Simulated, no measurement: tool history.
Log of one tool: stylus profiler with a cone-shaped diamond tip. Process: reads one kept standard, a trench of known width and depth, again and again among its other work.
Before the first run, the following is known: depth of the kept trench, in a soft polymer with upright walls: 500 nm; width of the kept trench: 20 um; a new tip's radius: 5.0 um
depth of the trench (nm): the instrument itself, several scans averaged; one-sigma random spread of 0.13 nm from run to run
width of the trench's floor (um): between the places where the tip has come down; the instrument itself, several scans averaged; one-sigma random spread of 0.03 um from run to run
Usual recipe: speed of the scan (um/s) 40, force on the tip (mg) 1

run,hour,speed of the scan (um/s),force on the tip (mg),depth of the trench (nm),width of the trench's floor (um)
1,0,40,1,499.51,14.1
# hour 40.1: new tip fitted, height scale calibrated
2,62,40,1,501.77,15.52
3,145.8,58,1,501.78,15.43
4,237,40,1,501.47,15.33
5,328.9,127,1,501.21,14.97
6,370.3,40,1,501.3,15.22
7,429.7,40,1,501.25,15.13
8,486.5,40,1,500.96,15.09
9,537.6,40,1,501.4,15
10,584.5,40,1,501,15.01
11,636.1,149,1,500.76,14.55
12,690.7,149,1,500.37,14.5
13,760.3,40,1,500.43,14.83
14,850.3,40,1,500.56,14.68
15,930.8,40,1,500.23,14.59
# hour 936.7: height scale calibrated on a step standard
16,1018.7,40,0.4,498.68,14.49
17,1096.1,40,0.4,498.5,14.42
18,1145.2,40,0.4,498.27,14.33
19,1192,40,0.4,498.48,14.33
# hour 1250.7: height scale calibrated on a step standard, once more
20,1263.7,40,1,501.47,14.31
21,1351.7,40,1,501.47,14.26
22,1413.5,22,2.66,502.98,14.3
# hour 1438.3: new tip fitted, height scale calibrated
23,1467.8,112,2.21,502.86,15.41
24,1531.6,83,0.43,501.04,15.19
25,1624.2,130,1.95,502.17,15.24
26,1674.6,29,0.4,500.41,15.28
27,1743.4,29,0.4,500.64,15.23
28,1830.4,29,0.4,500.19,15.17
29,1871.8,29,0.4,500.26,15.03
30,1972.5,104,0.76,500.48,14.72
31,2037,21,1.73,501.57,14.96
32,2088.7,81,0.58,500.12,14.68
33,2169,112,2.08,501.67,14.66
34,2227.4,22,0.41,499.76,14.73
35,2312.7,22,0.41,499.46,14.61
36,2385.4,22,0.72,499.9,14.6
37,2450.2,22,0.72,499.76,14.53
38,2535.9,31,1.68,500.53,14.45
39,2607.2,13,0.49,499.38,14.44

Table of differences, measured result less the result of that run with no hidden state. Run-to-run variation is the same in both. Gauge scatter possibly is not:
What the log doesn't record here: radius of the tip, um; height scale over the true one, %; drift of the gauge itself on depth_nm, %; drift of the gauge itself on floor_um, %.
run,depth of the trench (nm),width of the trench's floor (um)
1,-2.15,-1.4
2,+0.07,+0.03
3,-0.05,-0.07
4,-0.2,-0.17
5,-0.36,-0.27
6,-0.44,-0.32
7,-0.53,-0.38
8,-0.62,-0.44
9,-0.71,-0.5
10,-0.78,-0.54
11,-0.87,-0.59
12,-0.96,-0.65
13,-1.08,-0.71
14,-1.22,-0.8
15,-1.36,-0.89
16,-2.25,-0.98
17,-2.37,-1.05
18,-2.46,-1.1
19,-2.53,-1.13
20,-0.17,-1.2
21,-0.32,-1.28
22,-0.42,-1.34
23,-0.04,+0.03
24,-0.14,-0.04
25,-0.3,-0.15
26,-0.37,-0.21
27,-0.49,-0.3
28,-0.63,-0.39
29,-0.69,-0.44
30,-0.85,-0.54
31,-0.95,-0.62
32,-1.04,-0.66
33,-1.18,-0.75
34,-1.27,-0.81
35,-1.41,-0.89
36,-1.52,-0.96
37,-1.65,-1.02
38,-1.78,-1.1
39,-1.91,-1.17

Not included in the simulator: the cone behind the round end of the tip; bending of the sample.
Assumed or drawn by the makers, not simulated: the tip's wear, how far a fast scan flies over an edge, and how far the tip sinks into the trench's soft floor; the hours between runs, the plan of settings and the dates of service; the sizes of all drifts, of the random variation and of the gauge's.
